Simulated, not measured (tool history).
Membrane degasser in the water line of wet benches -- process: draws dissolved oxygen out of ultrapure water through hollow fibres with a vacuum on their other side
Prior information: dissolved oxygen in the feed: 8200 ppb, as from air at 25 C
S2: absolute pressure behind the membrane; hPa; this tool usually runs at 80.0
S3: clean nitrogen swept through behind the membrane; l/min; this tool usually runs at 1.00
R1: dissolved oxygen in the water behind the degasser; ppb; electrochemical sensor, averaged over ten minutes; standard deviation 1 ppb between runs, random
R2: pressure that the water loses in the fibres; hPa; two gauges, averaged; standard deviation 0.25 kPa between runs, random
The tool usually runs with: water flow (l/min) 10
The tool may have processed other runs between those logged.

run 1 day=0.000 | water_flow_(l/min)=10 S2=80.0 S3=1.00 | R1=119.1 R2=724.9
run 2 day=10.625 | water_flow_(l/min)=10 S2=80.0 S3=1.00 | R1=119.8 R2=725.7
run 3 day=22.129 | water_flow_(l/min)=10 S2=80.0 S3=1.00 | R1=118.5 R2=727.7
run 4 day=28.217 | water_flow_(l/min)=10 S2=80.0 S3=1.00 | R1=120.5 R2=721.5
run 5 day=39.342 | water_flow_(l/min)=10 S2=80.0 S3=1.00 | R1=120.2 R2=722.8
run 6 day=48.258 | water_flow_(l/min)=10 S2=80.0 S3=1.00 | R1=122.1 R2=725.3
run 7 day=54.529 | water_flow_(l/min)=12 S2=80.0 S3=1.00 | R1=150.3 R2=871.4
run 8 day=64.846 | water_flow_(l/min)=12 S2=80.0 S3=1.00 | R1=151.3 R2=874.2
run 9 day=77.871 | water_flow_(l/min)=10 S2=80.0 S3=1.00 | R1=122.5 R2=734.3
run 10 day=87.867 | water_flow_(l/min)=10 S2=80.0 S3=1.00 | R1=122.9 R2=732.7
run 11 day=99.471 | water_flow_(l/min)=10 S2=58.4 S3=1.00 | R1=72.2 R2=737.3
run 12 day=105.421 | water_flow_(l/min)=15 S2=80.0 S3=1.00 | R1=208.2 R2=1106.0
run 13 day=114.704 | water_flow_(l/min)=15 S2=80.0 S3=1.00 | R1=208.8 R2=1108.2
run 14 day=125.842 | water_flow_(l/min)=13 S2=110.8 S3=1.51 | R1=186.4 R2=961.4
-- day=126.838 vacuum gauge calibrated
-- day=131.742 seals of the vacuum lines changed
run 15 day=134.092 | water_flow_(l/min)=10 S2=80.0 S3=0.44 | R1=255.8 R2=735.5
run 16 day=145.467 | water_flow_(l/min)=10 S2=73.6 S3=0.72 | R1=150.1 R2=735.0
run 17 day=157.808 | water_flow_(l/min)=10 S2=73.6 S3=0.72 | R1=149.8 R2=732.2
run 18 day=165.238 | water_flow_(l/min)=9 S2=73.6 S3=1.92 | R1=55.2 R2=662.8
run 19 day=171.283 | water_flow_(l/min)=10 S2=54.2 S3=2.47 | R1=31.7 R2=739.6
run 20 day=182.179 | water_flow_(l/min)=15 S2=80.0 S3=0.74 | R1=271.5 R2=1112.6
-- day=190.012 membrane cartridge changed
-- day=193.708 vacuum gauge calibrated, once more
run 21 day=193.829 | water_flow_(l/min)=15 S2=90.1 S3=1.53 | R1=160.5 R2=1025.9

Below are 5 alternative next runs, each starting from the tool's condition after run 21. Predict each:
run A day=205.233 | water_flow_(l/min)=8 S2=76.6 S3=1.47 | R1=? R2=?
run B day=205.233 | water_flow_(l/min)=15 S2=163.9 S3=1.19 | R1=? R2=?
run C day=205.233 | water_flow_(l/min)=10 S2=80.0 S3=0.50 | R1=? R2=?
run D day=205.233 | water_flow_(l/min)=14 S2=56.8 S3=0.71 | R1=? R2=?
run E day=205.233 | water_flow_(l/min)=15 S2=165.0 S3=0.40 | R1=? R2=?

run=A R1=59.9 R2=546.6
run=B R1=395.0 R2=1024.7
run=C R1=214.2 R2=678.3
run=D R1=129.2 R2=960.8
run=E R1=936.8 R2=1028.3
Had the tool no hidden state, the same runs would have come out as:
run=A R1=59.1 R2=545.5
run=B R1=392.8 R2=1022.7
run=C R1=212.6 R2=676.9
run=D R1=127.9 R2=958.9
run=E R1=934.5 R2=1026.3

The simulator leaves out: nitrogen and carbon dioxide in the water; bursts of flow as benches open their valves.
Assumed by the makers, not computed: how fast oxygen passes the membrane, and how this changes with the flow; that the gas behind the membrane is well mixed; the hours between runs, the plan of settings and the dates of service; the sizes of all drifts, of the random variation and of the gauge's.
